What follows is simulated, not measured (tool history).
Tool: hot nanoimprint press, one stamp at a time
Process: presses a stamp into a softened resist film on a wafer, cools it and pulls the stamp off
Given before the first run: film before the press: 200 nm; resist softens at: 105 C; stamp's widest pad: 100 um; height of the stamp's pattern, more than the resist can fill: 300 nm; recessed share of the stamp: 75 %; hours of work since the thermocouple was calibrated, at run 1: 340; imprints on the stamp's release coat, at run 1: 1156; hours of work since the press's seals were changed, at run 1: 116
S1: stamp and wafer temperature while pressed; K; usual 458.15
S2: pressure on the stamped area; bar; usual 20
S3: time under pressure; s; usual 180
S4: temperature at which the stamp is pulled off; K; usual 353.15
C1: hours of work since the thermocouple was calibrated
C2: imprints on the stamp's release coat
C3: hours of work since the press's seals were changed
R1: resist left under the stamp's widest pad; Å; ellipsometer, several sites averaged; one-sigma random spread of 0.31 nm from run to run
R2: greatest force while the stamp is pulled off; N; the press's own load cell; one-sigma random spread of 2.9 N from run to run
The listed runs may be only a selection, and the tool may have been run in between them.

run   hour      S1    S2   S3      S4   C1    C2   C3    R1   R2
  1      0  458.15    20  180  353.15  340  1156  116   900  136
  2   53.6  458.15    20  325  353.15  380  1406  156   701  132
  3  109.3  452.15    20  180  353.15  422  1666  198  1185  139
     153.4  -- stamp cleaned and given a new release coat
     182.3  -- plate thermocouple calibrated
  4    190  452.15    20  180  353.15    6   156  252  1192  136
  5  263.2  452.15  20.3  180  353.15   61   498  307  1186  132
  6  293.2  452.15  20.3  180  353.15   84   638  330  1188  132
  7  326.1  452.15  20.3  180  353.15  108   791  355  1189  134
  8  375.1  468.15    20  180  353.15  145  1020  392   549  136
  9  411.9  468.15    20  180  353.15  173  1192  420   547  143
 10    486  468.15    20  180  353.15  229  1538  475   545  134
 11  549.3  468.15    20  180  353.15  277  1833  523   553  135
     560.5  -- stamp cleaned and given a new release coat
 12  622.1  468.15    20  180  353.15  327   287  573   547  134
 13  662.4  468.15  30.3  307  353.15  357   475  604   350  132
 14  713.5  457.15    20  180  352.15  396   714  642   960  139
 15  778.3  457.15    20  180  352.15  444  1016  691   960  140
     815.5  -- plate thermocouple calibrated
 16  815.7  457.15  15.9  227  341.15    0  1177  717   958  176
 17  878.5  458.15  16.3  302  353.15   47  1470  764   807  132
 18  913.2  458.15  16.3  302  353.15   74  1632  790   807  137
       964  -- stamp cleaned and given a new release coat
 19  992.8  458.15  16.3  302  353.15  129   134  846   805  134

For some of the steps in R1 from one run to the next: how much would appear even if the tool had no hidden state, given the settings, what came in and random variation, and how much remains for the hidden state plus any gauge scatter that the measured result and the result without hidden state don't share?
What the log doesn't record here: true temperature over the reading, C; pressure that arrives at the usual setting, %; grip of the stamp's worn release coat, % over a new coat's; drift of the gauge itself on residual_nm, %; drift of the gauge itself on pull_off_n, %.
Run 7 -> 8: S1 452.15 -> 468.15, S2 20.3 -> 20. R1 -640 Å: hidden state -3, all else -637.
Run 13 -> 14: S1 468.15 -> 457.15, S2 30.3 -> 20, S3 307 -> 180, S4 353.15 -> 352.15. R1 +610 Å: hidden state +9, all else +601.
